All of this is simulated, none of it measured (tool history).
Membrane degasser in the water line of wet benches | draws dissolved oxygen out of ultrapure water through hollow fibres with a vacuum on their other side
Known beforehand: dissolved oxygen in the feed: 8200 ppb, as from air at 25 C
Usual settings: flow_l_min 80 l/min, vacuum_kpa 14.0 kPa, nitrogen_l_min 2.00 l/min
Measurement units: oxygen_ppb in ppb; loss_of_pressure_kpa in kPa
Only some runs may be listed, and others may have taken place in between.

run	hour	flow_l_min	vacuum_kpa	nitrogen_l_min	oxygen_ppb	loss_of_pressure_kpa
1	0.0	80	14.0	2.00	824.0	45.87
2	164.7	49	14.0	2.00	548.6	27.95
3	419.6	49	14.0	2.00	548.6	28.10
4	632.8	121	14.0	2.00	1133.2	69.65
5	867.9	80	12.1	2.00	693.5	45.64
6	1065.2	80	12.1	2.00	694.9	45.70
7	1244.7	80	14.0	2.00	827.3	45.41
8	1375.8	80	14.0	0.95	1355.8	45.58
# hour 1443.0: seals of the vacuum lines changed
9	1560.2	80	14.0	0.95	1354.4	45.60
10	1816.0	80	14.0	0.97	1338.4	45.85
11	1973.9	80	14.0	2.00	828.9	46.24
12	2207.4	80	14.0	2.00	828.3	45.64
13	2327.6	80	14.0	2.00	824.9	45.72
14	2579.7	80	14.0	1.21	1168.9	45.96
15	2780.8	80	14.0	2.00	830.4	45.93
16	2992.8	80	14.0	2.00	832.1	45.59
17	3115.8	80	14.0	2.00	830.2	45.73
18	3382.7	123	23.6	5.55	973.1	70.69
19	3580.1	94	10.5	2.00	668.2	53.80
# hour 3795.2: vacuum gauge calibrated
20	3804.3	94	10.5	2.00	668.1	53.98
21	3994.8	86	8.8	4.76	259.0	49.02
22	4120.3	86	8.8	4.76	259.9	49.47
23	4237.8	112	26.8	4.01	1289.2	64.24
24	4418.5	80	14.0	1.35	1094.6	45.75
25	4637.3	110	27.7	2.00	2082.0	62.78
26	4842.7	112	28.7	2.00	2183.3	64.13
27	4967.4	98	18.1	1.25	1733.3	55.92
28	5216.9	72	22.5	2.91	968.8	41.27
29	5345.5	112	12.2	2.05	910.1	63.98
30	5611.0	112	28.5	2.05	2135.6	64.27
31	5759.7	112	28.5	2.05	2139.2	63.91
32	6027.3	112	28.5	2.05	2141.1	64.19

Subtracting, for every run, the result it would have given without the tool's unlogged condition from the measured result gives the following. The same run-to-run variation enters both numbers; the gauge's scatter may not:
Hidden conditions of the tool in this case: membrane still open, %; true pressure behind the membrane over the reading, kPa; air that leaks in behind the membrane, l/min; drift of the gauge itself on oxygen_ppb, %; drift of the gauge itself on loss_of_pressure_kpa, %.
run	oxygen_ppb
1	+0.1
2	+0.4
3	+0.8
4	+2.4
5	+2.0
6	+2.5
7	+3.3
8	+5.9
9	+6.9
10	+7.8
11	+5.2
12	+5.8
13	+6.2
14	+9.6
15	+7.4
16	+7.9
17	+8.2
18	+10.4
19	+7.7
20	+7.9
21	+3.3
22	+3.3
23	+16.9
24	+15.0
25	+29.9
26	+32.8
27	+26.6
28	+15.7
29	+15.1
30	+37.0
31	+38.1
32	+39.9
loss_of_pressure_kpa: within 0.02 kPa of the measured result in every run.
